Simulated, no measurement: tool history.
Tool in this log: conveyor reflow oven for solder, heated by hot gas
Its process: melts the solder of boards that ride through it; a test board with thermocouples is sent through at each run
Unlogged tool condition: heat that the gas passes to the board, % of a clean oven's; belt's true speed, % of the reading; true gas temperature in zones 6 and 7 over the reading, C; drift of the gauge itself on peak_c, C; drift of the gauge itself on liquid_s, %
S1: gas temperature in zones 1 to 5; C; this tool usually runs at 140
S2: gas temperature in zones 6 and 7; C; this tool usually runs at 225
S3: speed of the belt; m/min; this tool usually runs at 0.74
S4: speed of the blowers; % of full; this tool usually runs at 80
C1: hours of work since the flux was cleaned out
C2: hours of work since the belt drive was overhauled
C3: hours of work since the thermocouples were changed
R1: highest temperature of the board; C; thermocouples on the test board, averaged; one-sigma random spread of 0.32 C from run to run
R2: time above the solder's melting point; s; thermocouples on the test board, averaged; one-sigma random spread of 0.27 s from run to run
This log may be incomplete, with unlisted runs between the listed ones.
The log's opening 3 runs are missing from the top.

Run 4, hour 155.8: usual settings but S1 128 C; C1 123; C2 568; C3 568. Result: R1 211.2 C, R2 43.4 s.
Run 5, hour 190.4: usual settings but S1 128 C, S4 72 % of full; C1 139; C2 583; C3 583. Result: R1 210 C, R2 42.4 s.
Run 6, hour 219.3: usual settings; C1 151; C2 596; C3 596. Result: R1 212.6 C, R2 47.5 s.
Run 7, hour 258.5: usual settings; C1 168; C2 613; C3 613. Result: R1 212.2 C, R2 47.6 s.
Run 8, hour 307.5: usual settings; C1 190; C2 634; C3 634. Result: R1 212 C, R2 47.2 s.
Run 9, hour 350.7: usual settings; C1 209; C2 653; C3 653. Result: R1 211.9 C, R2 46.8 s.
Run 10, hour 392: usual settings; C1 227; C2 671; C3 671. Result: R1 211.7 C, R2 47 s.
Run 11, hour 452.8: usual settings; C1 254; C2 698; C3 698. Result: R1 212.1 C, R2 47 s.
At hour 476.7: thermocouples of zones 6 and 7 changed.
Run 12, hour 488.8: usual settings; C1 268; C2 713; C3 5. Result: R1 212.6 C, R2 47.9 s.
At hour 519: belt drive overhauled, speed set with a stopwatch.
Run 13, hour 545.6: usual settings but S1 142 C; C1 292; C2 12; C3 28. Result: R1 213 C, R2 47.4 s.
Run 14, hour 599.9: usual settings but S1 142 C; C1 315; C2 35; C3 52. Result: R1 212.6 C, R2 47.8 s.
Run 15, hour 649.6: usual settings but S1 142 C; C1 337; C2 57; C3 74. Result: R1 212.8 C, R2 47.5 s.
Run 16, hour 698.1: usual settings but S1 142 C; C1 358; C2 79; C3 95. Result: R1 212 C, R2 47.4 s.
At hour 740.3: flux residue cleaned out of gas plates and filters.
Run 17, hour 753.6: usual settings but S1 142 C; C1 6; C2 101; C3 117. Result: R1 214.4 C, R2 49.3 s.
Run 18, hour 807.3: usual settings but S1 127 C, S2 232 C, S4 77 % of full; C1 29; C2 124; C3 141. Result: R1 218.4 C, R2 46.8 s.
Run 19, hour 868.7: usual settings but S3 0.649 m/min, S4 61 % of full; C1 56; C2 151; C3 168. Result: R1 214.1 C, R2 55.6 s.
Run 20, hour 923.1: usual settings but S3 0.649 m/min, S4 61 % of full; C1 80; C2 175; C3 192. Result: R1 214.4 C, R2 56 s.
Run 21, hour 961.9: usual settings but S1 129 C, S2 224 C, S3 0.63 m/min, S4 59 % of full; C1 97; C2 192; C3 209. Result: R1 212.3 C, R2 52.3 s.
Run 22, hour 1012.8: usual settings but S1 133 C, S2 235 C, S3 0.7 m/min, S4 59 % of full; C1 119; C2 214; C3 231. Result: R1 220.1 C, R2 51.7 s.
Run 23, hour 1070.5: usual settings but S1 133 C, S2 235 C, S3 0.698 m/min, S4 51 % of full; C1 145; C2 240; C3 256. Result: R1 218.4 C, R2 50.8 s.
Run 24, hour 1129.2: usual settings but S1 133 C, S2 235 C, S3 0.698 m/min, S4 51 % of full; C1 171; C2 265; C3 282. Result: R1 217.7 C, R2 51.2 s.
Run 25, hour 1173: usual settings but S1 138 C, S2 230 C, S3 0.816 m/min, S4 53 % of full; C1 190; C2 285; C3 301. Result: R1 209.3 C, R2 38.4 s.
Run 26, hour 1205.5: usual settings but S1 138 C, S2 230 C, S3 0.641 m/min, S4 62 % of full; C1 204; C2 299; C3 316. Result: R1 217.9 C, R2 58.2 s.

What will run 27 give?
Run 27, hour 1268.6: usual settings but S1 143 C, S2 221 C, S4 57 % of full; C1 232; C2 326; C3 343. Result: R1 ?, R2 ?.

R1: 206.1 C
R2: 42 s
If the tool had no hidden condition, the same run with the same run-to-run variation would have returned R1 208.5 C, R2 44.2 s.
